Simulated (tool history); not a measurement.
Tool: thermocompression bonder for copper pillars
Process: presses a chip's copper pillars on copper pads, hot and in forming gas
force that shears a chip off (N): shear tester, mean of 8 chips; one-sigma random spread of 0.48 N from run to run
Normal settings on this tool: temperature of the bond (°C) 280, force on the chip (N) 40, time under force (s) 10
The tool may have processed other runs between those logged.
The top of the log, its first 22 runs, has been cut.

run,day,temperature of the bond (°C),force on the chip (N),time under force (s),force that shears a chip off (N)
# day 17.742: heater calibrated with a thermocouple chip
23,18.421,251,41,7,34.5
24,18.921,251,41,7,34.6
25,19.846,251,41,7,34.8
# day 20.454: heater calibrated with a thermocouple chip, once more
26,20.867,278,32,10,41.2
27,21.621,303,41,6,56.3
28,22.408,280,40,19,68.5
29,23.417,280,40,19,67.9
30,24.158,251,55,7,46.6
31,25.333,303,35,10,57.5
32,26.217,292,35,10,52.4
33,27.446,270,42,15,58.3
34,28.071,285,24,10,32.1
35,29.150,291,24,23,49.5
36,29.967,291,58,6,68.8
37,30.558,291,58,6,67.9
38,31.592,291,60,6,70.1
39,32.404,268,54,28,88.4

Branching from run 39: 4 alternative next runs. What would each branch give?
A,33.071,252,27,7,?
B,33.071,293,30,15,?
C,33.071,261,55,25,?
D,33.071,261,54,28,?

run,force that shears a chip off (N)
A,21.5
B,51.5
C,81.7
D,84.0
With no hidden state in the tool, these same runs would have given:
run,force that shears a chip off (N)
A,24.6
B,58.1
C,90.6
D,93.1
